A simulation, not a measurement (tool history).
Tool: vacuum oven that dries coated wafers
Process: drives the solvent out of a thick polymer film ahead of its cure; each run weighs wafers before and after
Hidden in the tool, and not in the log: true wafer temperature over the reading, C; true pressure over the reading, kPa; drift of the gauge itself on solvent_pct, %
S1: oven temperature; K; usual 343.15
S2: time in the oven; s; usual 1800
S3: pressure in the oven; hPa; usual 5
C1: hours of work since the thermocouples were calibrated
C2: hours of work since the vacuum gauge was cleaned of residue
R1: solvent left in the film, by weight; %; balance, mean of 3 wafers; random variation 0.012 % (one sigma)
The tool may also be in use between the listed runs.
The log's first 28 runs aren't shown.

run	hour	S1	S2	S3	C1	C2	R1
29	551.9	346.15	3120	3.13	657	700	0.28
30	568.7	349.15	1440	5	664	707	0.68
31	593.8	343.15	1260	12.24	675	718	2.54
32	621.6	357.15	1020	8.6	687	731	0.53
33	638.9	331.15	1920	5	695	738	4.45
34	654.6	349.15	1380	5.87	702	745	0.77
35	681	347.15	1740	3.72	714	757	0.61
36	703.3	337.15	3000	6.85	724	767	1.21
37	719.4	351.15	1800	5	731	774	0.38
38	735.4	338.15	1680	2.95	738	781	2.34
39	748.9	357.15	1200	3.25	744	787	0.24
40	768.2	357.15	1200	3.25	752	795	0.23
41	784	342.15	1080	11.43	759	802	3.4
42	802.6	331.15	3000	3.79	768	811	2.3
43	816.2	340.15	2340	6.53	774	817	1.15
44	828.2	339.15	1800	5	779	822	1.95
45	845.2	344.15	2040	5	786	830	0.75
46	866.4	344.15	2040	5	796	839	0.75

5 ways to go on from here, each from the tool as it stands after run 46. What would each give?
A	879.3	344.15	2040	17.32	802	845	?
B	879.3	344.15	3180	2.77	802	845	?
C	879.3	343.15	1560	5	802	845	?
D	879.3	343.15	1800	13.62	802	845	?
E	879.3	348.15	1920	5	802	845	?

run	R1
A	1.43
B	0.34
C	1.43
D	1.58
E	0.47
Without the tool's hidden state the same runs would have given:
run	R1
A	1.42
B	0.24
C	1.48
D	1.61
E	0.42
